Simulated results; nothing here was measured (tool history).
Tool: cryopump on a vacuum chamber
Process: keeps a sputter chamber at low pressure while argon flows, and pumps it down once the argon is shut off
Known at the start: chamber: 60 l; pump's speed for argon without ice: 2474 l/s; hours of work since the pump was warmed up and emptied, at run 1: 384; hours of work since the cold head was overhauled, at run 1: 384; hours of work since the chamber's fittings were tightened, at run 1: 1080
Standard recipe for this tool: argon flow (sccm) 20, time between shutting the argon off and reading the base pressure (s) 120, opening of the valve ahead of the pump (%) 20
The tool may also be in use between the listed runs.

| run | hour | argon flow (sccm) | time between shutting the argon off and reading the base pressure (s) | opening of the valve ahead of the pump (%) | hours of work since the pump was warmed up and emptied | hours of work since the cold head was overhauled | hours of work since the chamber's fittings were tightened | pressure while argon flows (Pa) | pressure after the wait (uPa) |
|---|---|---|---|---|---|---|---|---|---|
| 1 | 0.0 | 20 | 120 | 20 | 384 | 384 | 1080 | 0.0707 | 1.13 |
| 2 | 14.2 | 20 | 120 | 20 | 396 | 396 | 1092 | 0.0718 | 1.19 |
| 3 | 28.8 | 20 | 120 | 20 | 409 | 409 | 1105 | 0.0713 | 1.18 |
| 4 | 48.0 | 20 | 120 | 53 | 426 | 426 | 1122 | 0.0288 | 1.20 |
| 5 | 58.8 | 20 | 120 | 20 | 435 | 435 | 1131 | 0.0716 | 1.20 |
| 6 | 78.5 | 20 | 120 | 20 | 452 | 452 | 1148 | 0.0713 | 1.20 |
| 7 | 96.4 | 20 | 120 | 20 | 468 | 468 | 1164 | 0.0721 | 1.28 |
| 8 | 107.0 | 20 | 120 | 20 | 477 | 477 | 1173 | 0.0721 | 1.23 |
| 9 | 123.8 | 20 | 120 | 41 | 491 | 491 | 1188 | 0.0369 | 1.25 |
| 10 | 145.1 | 20 | 120 | 52 | 510 | 510 | 1206 | 0.0296 | 1.28 |
| 11 | 166.1 | 20 | 120 | 34 | 528 | 528 | 1224 | 0.0441 | 1.25 |
| 12 | 183.8 | 20 | 120 | 20 | 544 | 544 | 1240 | 0.0725 | 1.34 |
| 13 | 193.7 | 20 | 120 | 20 | 552 | 552 | 1248 | 0.0722 | 1.35 |
| 14 | 205.1 | 20 | 120 | 20 | 562 | 562 | 1258 | 0.0721 | 1.30 |
| 15 | 221.6 | 20 | 120 | 20 | 576 | 576 | 1273 | 0.0721 | 1.32 |
| 16 | 230.4 | 20 | 158 | 20 | 584 | 584 | 1280 | 0.0727 | 1.22 |
| 17 | 245.8 | 20 | 158 | 20 | 597 | 597 | 1294 | 0.0725 | 1.23 |
| 18 | 263.8 | 9 | 120 | 20 | 613 | 613 | 1309 | 0.0329 | 1.43 |
| 19 | 283.8 | 33 | 254 | 29 | 630 | 630 | 1326 | 0.0857 | 1.14 |
| 20 | 293.4 | 9 | 154 | 46 | 639 | 639 | 1335 | 0.0153 | 1.33 |
| 21 | 310.2 | 9 | 154 | 46 | 653 | 653 | 1349 | 0.0150 | 1.30 |
| 22 | 328.9 | 9 | 154 | 46 | 670 | 670 | 1366 | 0.0151 | 1.32 |
| 23 | 349.7 | 9 | 160 | 35 | 688 | 688 | 1384 | 0.0200 | 1.39 |
| 24 | 370.9 | 9 | 23 | 35 | 706 | 706 | 1402 | 0.0201 | 3.32 |
| 25 | 383.5 | 9 | 67 | 19 | 717 | 717 | 1413 | 0.0351 | 1.78 |
| 26 | 399.0 | 19 | 37 | 36 | 731 | 731 | 1427 | 0.0417 | 2.52 |
| 27 | 417.6 | 26 | 120 | 20 | 747 | 747 | 1443 | 0.0962 | 1.48 |
| 28 | 431.5 | 35 | 41 | 38 | 759 | 759 | 1455 | 0.0731 | 2.32 |
| 29 | 444.7 | 20 | 60 | 54 | 770 | 770 | 1466 | 0.0316 | 2.01 |
| 30 | 455.4 | 25 | 60 | 48 | 780 | 780 | 1476 | 0.0431 | 2.05 |
| 31 | 469.8 | 15 | 96 | 48 | 792 | 792 | 1488 | 0.0259 | 1.68 |
| 32 | 487.2 | 15 | 96 | 48 | 807 | 807 | 1503 | 0.0261 | 1.65 |
|  | 504.7 | pump warmed up, emptied and cooled again |
| 33 | 512.0 | 19 | 96 | 48 | 6 | 824 | 1520 | 0.0270 | 1.36 |
| 34 | 530.1 | 21 | 23 | 38 | 22 | 840 | 1536 | 0.0376 | 3.11 |

Run by run, hidden condition taken away, random variation retained:
What the log doesn't record here: pump's speed, % of a pump's without ice; cold plate's temperature, K; leak into the chamber, uPa l/s; drift of the gauge itself on working_pa, %; drift of the gauge itself on base_upa, %.
| run | pressure while argon flows (Pa) | pressure after the wait (uPa) |
|---|---|---|
| 1 | 0.0681 | 0.53 |
| 2 | 0.0692 | 0.56 |
| 3 | 0.0685 | 0.57 |
| 4 | 0.0258 | 0.56 |
| 5 | 0.0686 | 0.56 |
| 6 | 0.0682 | 0.55 |
| 7 | 0.0688 | 0.58 |
| 8 | 0.0687 | 0.54 |
| 9 | 0.0334 | 0.55 |
| 10 | 0.0260 | 0.56 |
| 11 | 0.0403 | 0.52 |
| 12 | 0.0686 | 0.60 |
| 13 | 0.0682 | 0.58 |
| 14 | 0.0680 | 0.55 |
| 15 | 0.0679 | 0.53 |
| 16 | 0.0684 | 0.43 |
| 17 | 0.0681 | 0.44 |
| 18 | 0.0308 | 0.60 |
| 19 | 0.0778 | 0.30 |
| 20 | 0.0131 | 0.47 |
| 21 | 0.0128 | 0.43 |
| 22 | 0.0128 | 0.46 |
| 23 | 0.0176 | 0.47 |
| 24 | 0.0176 | 2.40 |
| 25 | 0.0326 | 0.86 |
| 26 | 0.0363 | 1.57 |
| 27 | 0.0885 | 0.53 |
| 28 | 0.0624 | 1.36 |
| 29 | 0.0254 | 1.02 |
| 30 | 0.0352 | 1.01 |
| 31 | 0.0211 | 0.66 |
| 32 | 0.0212 | 0.63 |
| 33 | 0.0267 | 0.67 |
| 34 | 0.0371 | 2.40 |
